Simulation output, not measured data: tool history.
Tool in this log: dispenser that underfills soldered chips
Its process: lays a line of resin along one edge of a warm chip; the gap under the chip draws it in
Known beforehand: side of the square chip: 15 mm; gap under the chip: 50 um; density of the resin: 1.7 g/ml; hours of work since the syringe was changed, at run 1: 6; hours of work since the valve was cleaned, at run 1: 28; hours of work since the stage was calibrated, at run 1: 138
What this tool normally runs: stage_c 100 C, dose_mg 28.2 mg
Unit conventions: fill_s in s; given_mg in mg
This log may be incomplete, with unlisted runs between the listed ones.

| run | hour | stage_c | dose_mg | hours of work since the syringe was changed | hours of work since the valve was cleaned | hours of work since the stage was calibrated | fill_s | given_mg |
|---|---|---|---|---|---|---|---|---|
| 1 | 0 | 100 | 28.2 | 6 | 28 | 138 | 332.4 | 27.69 |
|  | 1.9 | new syringe of resin |
| 2 | 6.2 | 100 | 28.2 | 3 | 32 | 142 | 282.1 | 27.68 |
| 3 | 10.7 | 100 | 29.5 | 6 | 35 | 145 | 327.7 | 28.98 |
|  | 12.9 | new syringe of resin |
| 4 | 14.1 | 100 | 28.2 | 1 | 37 | 147 | 251.4 | 27.52 |
| 5 | 18.4 | 100 | 28.2 | 4 | 40 | 150 | 293.1 | 27.54 |
| 6 | 22.3 | 100 | 28.2 | 6 | 43 | 153 | 336.2 | 27.47 |
|  | 23.9 | new syringe of resin |
|  | 25.3 | dispensing valve cleaned and set on the balance |
| 7 | 27.4 | 108 | 28.2 | 2 | 1 | 155 | 187.7 | 28.18 |
| 8 | 32.7 | 100 | 28.5 | 5 | 5 | 159 | 305.5 | 28.52 |
|  | 36 | new syringe of resin |
| 9 | 37.3 | 100 | 28.5 | 1 | 8 | 162 | 245.2 | 28.43 |
| 10 | 42.8 | 100 | 28.5 | 5 | 12 | 166 | 304.5 | 28.41 |
|  | 47.2 | new syringe of resin |
| 11 | 49.3 | 91 | 28.2 | 1 | 16 | 170 | 368.1 | 27.96 |
| 12 | 53.6 | 100 | 34.8 | 4 | 19 | 173 | 296.4 | 34.47 |
|  | 58.3 | new syringe of resin |
| 13 | 58.5 | 100 | 34.8 | 0 | 22 | 176 | 232.9 | 34.45 |
| 14 | 63.4 | 100 | 34.8 | 4 | 26 | 179 | 281.6 | 34.32 |
| 15 | 66 | 100 | 28.2 | 5 | 27 | 181 | 314.7 | 27.83 |
|  | 69.4 | new syringe of resin |
| 16 | 72.4 | 100 | 28.2 | 2 | 32 | 185 | 266.2 | 27.68 |
| 17 | 75.7 | 100 | 28.2 | 4 | 34 | 188 | 302 | 27.74 |
| 18 | 78.3 | 89 | 34.3 | 6 | 36 | 190 | 506.6 | 33.66 |
|  | 80.4 | new syringe of resin |
| 19 | 84.1 | 104 | 28.2 | 3 | 40 | 193 | 228.8 | 27.57 |
| 20 | 87.6 | 93 | 28.2 | 5 | 42 | 196 | 407.2 | 27.56 |
|  | 91.6 | dispensing valve cleaned and set on the balance |
|  | 92.4 | new syringe of resin |
| 21 | 94.2 | 107 | 26.8 | 1 | 2 | 199 | 186.2 | 26.64 |
| 22 | 99.5 | 99 | 30.2 | 5 | 5 | 203 | 313.6 | 29.98 |
| 23 | 102.2 | 99 | 30.2 | 7 | 7 | 205 | 344.4 | 30.18 |
|  | 103.3 | new syringe of resin |
| 24 | 106.1 | 99 | 30.2 | 2 | 10 | 207 | 272.7 | 29.9 |
| 25 | 110.1 | 99 | 30.2 | 5 | 12 | 210 | 315.5 | 29.96 |
|  | 114.4 | new syringe of resin |
| 26 | 115.3 | 109 | 33.6 | 1 | 16 | 214 | 169.3 | 33.22 |
| 27 | 120.7 | 106 | 24.2 | 4 | 19 | 217 | 250.8 | 23.9 |
| 28 | 123.7 | 106 | 24.2 | 6 | 22 | 219 | 270.8 | 23.87 |
|  | 125.7 | new syringe of resin |
| 29 | 128.3 | 100 | 26.3 | 2 | 24 | 222 | 260.9 | 25.94 |
| 30 | 133.5 | 89 | 25.5 | 5 | 28 | 226 | 494.9 | 25.02 |
|  | 136.6 | new syringe of resin |
| 31 | 139.6 | 106 | 24.1 | 2 | 32 | 230 | 211.7 | 23.64 |
| 32 | 145.1 | 85 | 29.4 | 6 | 36 | 234 | 594.8 | 28.8 |
|  | 147.8 | new syringe of resin |
| 33 | 148.9 | 85 | 29.4 | 1 | 38 | 236 | 460.5 | 28.75 |

Each run again, without the hidden state but with its own random variation kept:
Hidden conditions of the tool in this case: resin's viscosity, % of fresh resin's; dose that the valve gives, % of what is set; true chip temperature over the reading, C; drift of the gauge itself on fill_s, %; drift of the gauge itself on given_mg, %.
| run | fill_s | given_mg |
|---|---|---|
| 1 | 245.5 | 28.16 |
| 2 | 246.2 | 28.21 |
| 3 | 243.4 | 29.59 |
| 4 | 249.2 | 28.13 |
| 5 | 248.4 | 28.2 |
| 6 | 247.1 | 28.17 |
| 7 | 178.7 | 28.15 |
| 8 | 239.7 | 28.54 |
| 9 | 241.1 | 28.5 |
| 10 | 244.8 | 28.54 |
| 11 | 354.1 | 28.16 |
| 12 | 243.5 | 34.77 |
| 13 | 240.8 | 34.81 |
| 14 | 243 | 34.75 |
| 15 | 246.4 | 28.2 |
| 16 | 247.1 | 28.12 |
| 17 | 248.7 | 28.21 |
| 18 | 380.7 | 34.27 |
| 19 | 208.6 | 28.12 |
| 20 | 327.9 | 28.16 |
| 21 | 184.1 | 26.71 |
| 22 | 255.8 | 30.12 |
| 23 | 255.1 | 30.35 |
| 24 | 254.3 | 30.12 |
| 25 | 253.9 | 30.22 |
| 26 | 169.8 | 33.58 |
| 27 | 205.5 | 24.2 |
| 28 | 198.5 | 24.2 |
| 29 | 252 | 26.35 |
| 30 | 396.1 | 25.47 |
| 31 | 197.1 | 24.12 |
| 32 | 456.1 | 29.45 |
| 33 | 467.3 | 29.44 |
